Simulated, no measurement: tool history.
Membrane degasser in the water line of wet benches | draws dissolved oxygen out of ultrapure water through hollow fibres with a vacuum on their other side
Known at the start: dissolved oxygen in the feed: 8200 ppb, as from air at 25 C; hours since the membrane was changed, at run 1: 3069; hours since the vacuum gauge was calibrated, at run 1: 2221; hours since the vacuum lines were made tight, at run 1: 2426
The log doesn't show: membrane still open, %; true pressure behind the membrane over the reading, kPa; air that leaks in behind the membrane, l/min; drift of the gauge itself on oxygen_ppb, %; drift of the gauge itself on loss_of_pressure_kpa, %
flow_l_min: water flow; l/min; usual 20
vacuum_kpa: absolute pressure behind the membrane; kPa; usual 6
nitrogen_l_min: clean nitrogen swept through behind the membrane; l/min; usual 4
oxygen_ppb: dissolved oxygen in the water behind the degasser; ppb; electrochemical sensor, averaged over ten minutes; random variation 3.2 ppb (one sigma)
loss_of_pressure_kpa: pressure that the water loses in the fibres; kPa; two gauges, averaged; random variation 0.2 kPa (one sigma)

run    hour  flow_l_min  vacuum_kpa  nitrogen_l_min  hours since the membrane was changed  hours since the vacuum gauge was calibrated  hours since the vacuum lines were made tight  oxygen_ppb  loss_of_pressure_kpa
  1       0          20           6               4                                  3069                                         2221                                          2426       344.7                 45.46
  2     167          20           6               4                                  3237                                         2388                                          2593       349.9                 45.39
  3   330.8          20           6               4                                  3400                                         2552                                          2756       343.1                 45.29
  4   475.8          20           6            5.17                                  3545                                         2697                                          2901       336.5                  45.3
  5     641          20           6            2.16                                  3711                                         2862                                          3067       369.3                 45.48
  6   735.9          20           6            2.16                                  3805                                         2957                                          3162       374.3                 45.56
  7     919          20           6               4                                  3989                                         3140                                          3345       346.2                 45.34
  8  1037.5          20           6               4                                  4107                                         3258                                          3463       346.8                 45.55
  9  1166.8          20           6               4                                  4236                                         3388                                          3592       360.6                 45.69
 10  1272.9          20           6               4                                  4342                                         3494                                          3699       342.3                 45.56
 11  1370.7          20           6               4                                  4440                                         3591                                          3796       353.2                 45.32
 12  1473.1          20           6            1.65                                  4543                                         3694                                          3899       395.1                 45.76
 13  1645.1          20           6            1.65                                  4715                                         3866                                          4071       400.5                 45.57
 14    1817          20           6            1.65                                  4886                                         4038                                          4243       398.1                 45.64
 15  1961.2          20           6               4                                  5031                                         4182                                          4387       357.8                  45.8
 16  2099.4          20           6            6.34                                  5169                                         4320                                          4525         341                 46.01
 17  2176.9          16       11.92            2.12                                  5246                                         4398                                          4603         341                 36.93
 18    2357          30       11.61               7                                  5426                                         4578                                          4783       797.6                 68.75
 19  2488.4          17       11.61            3.23                                  5558                                         4709                                          4914       319.8                 38.77
 20  2579.9          28        5.91           11.45                                  5649                                         4801                                          5006       671.3                 63.96
 21  2740.2          28        5.91           11.45                                  5810                                         4961                                          5166       668.6                  63.8
 22  2869.8          13        4.72             4.3                                  5939                                         5091                                          5295       113.3                 29.83
 23  3047.7          17           6            2.87                                  6117                                         5268                                          5473       260.4                 38.98
 24  3232.1          23         4.1            1.77                                  6302                                         5453                                          5658       475.6                 52.76
 25  3390.6          13        3.65            8.49                                  6460                                         5611                                          5816         103                 29.94
 26  3531.1          13        3.65            8.49                                  6601                                         5752                                          5957       105.1                 29.93
 27  3687.1          13        3.79            8.68                                  6757                                         5908                                          6113       103.4                  30.1
 28  3762.1          13        3.79            8.68                                  6832                                         5983                                          6188       103.4                 30.07
 29  3904.8          13        3.79            8.68                                  6974                                         6126                                          6330       103.4                 29.88
 30  4052.9          19           6            8.82                                  7122                                         6274                                          6479       311.1                 43.84
 31  4161.5          19           6            8.82                                  7231                                         6382                                          6587       303.2                 43.79
 32  4297.3          19         3.7            8.82                                  7367                                         6518                                          6723       299.8                 44.37

4 ways to go on from here, each from the tool as it stands after run 32. What would each give?
  A  4440.1          31           6               4                                  7510                                         6661                                          6866           ?                     ?
  B  4440.1          20       14.23               4                                  7510                                         6661                                          6866           ?                     ?
  C  4440.1          29        4.14            1.96                                  7510                                         6661                                          6866           ?                     ?
  D  4440.1          13           6               4                                  7510                                         6661                                          6866           ?                     ?

run  oxygen_ppb  loss_of_pressure_kpa
  A       840.9                 72.12
  B       462.2                 46.23
  C       753.8                 66.69
  D         129                 30.13
Without the tool's hidden state the same runs would have given:
run  oxygen_ppb  loss_of_pressure_kpa
  A       758.6                 69.13
  B       413.8                  44.3
  C       669.4                  63.9
  D       107.3                 28.88
